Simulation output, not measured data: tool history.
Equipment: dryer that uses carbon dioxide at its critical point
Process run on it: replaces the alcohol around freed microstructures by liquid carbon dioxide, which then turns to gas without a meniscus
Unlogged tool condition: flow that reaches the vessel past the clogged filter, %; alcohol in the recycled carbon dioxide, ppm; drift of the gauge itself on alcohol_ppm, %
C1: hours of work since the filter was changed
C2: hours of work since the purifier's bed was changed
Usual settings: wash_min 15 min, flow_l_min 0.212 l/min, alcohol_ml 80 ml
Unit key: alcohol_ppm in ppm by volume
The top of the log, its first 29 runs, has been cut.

run 30 day=21.529 | wash_min=11 flow_l_min=0.299 alcohol_ml=59 | C1=199 C2=281 | alcohol_ppm=1078
run 31 day=22.146 | wash_min=14 flow_l_min=0.221 alcohol_ml=28 | C1=209 C2=291 | alcohol_ppm=680
run 32 day=22.875 | wash_min=11 flow_l_min=0.294 alcohol_ml=29 | C1=220 C2=302 | alcohol_ppm=677
run 33 day=23.671 | wash_min=15 flow_l_min=0.189 alcohol_ml=21 | C1=233 C2=314 | alcohol_ppm=805
run 34 day=24.483 | wash_min=15 flow_l_min=0.189 alcohol_ml=21 | C1=246 C2=327 | alcohol_ppm=829
run 35 day=24.992 | wash_min=14 flow_l_min=0.223 alcohol_ml=21 | C1=253 C2=335 | alcohol_ppm=623
run 36 day=25.471 | wash_min=14 flow_l_min=0.223 alcohol_ml=21 | C1=261 C2=343 | alcohol_ppm=638
-- day=25.767 inlet filter changed
run 37 day=26.262 | wash_min=10 flow_l_min=0.205 alcohol_ml=21 | C1=8 C2=354 | alcohol_ppm=1429

Predict each of these 4 candidate next runs independently; none follows another, all start after run 37:
run A day=27.312 | wash_min=15 flow_l_min=0.242 alcohol_ml=80 | C1=24 C2=371 | alcohol_ppm=?
run B day=27.312 | wash_min=10 flow_l_min=0.232 alcohol_ml=21 | C1=24 C2=371 | alcohol_ppm=?
run C day=27.312 | wash_min=15 flow_l_min=0.212 alcohol_ml=41 | C1=24 C2=371 | alcohol_ppm=?
run D day=27.312 | wash_min=11 flow_l_min=0.212 alcohol_ml=80 | C1=24 C2=371 | alcohol_ppm=?

run=A alcohol_ppm=530
run=B alcohol_ppm=1025
run=C alcohol_ppm=552
run=D alcohol_ppm=3268
With the hidden condition removed and each run's random variation left untouched, the same runs would have given:
run=A alcohol_ppm=318
run=B alcohol_ppm=782
run=C alcohol_ppm=345
run=D alcohol_ppm=2786

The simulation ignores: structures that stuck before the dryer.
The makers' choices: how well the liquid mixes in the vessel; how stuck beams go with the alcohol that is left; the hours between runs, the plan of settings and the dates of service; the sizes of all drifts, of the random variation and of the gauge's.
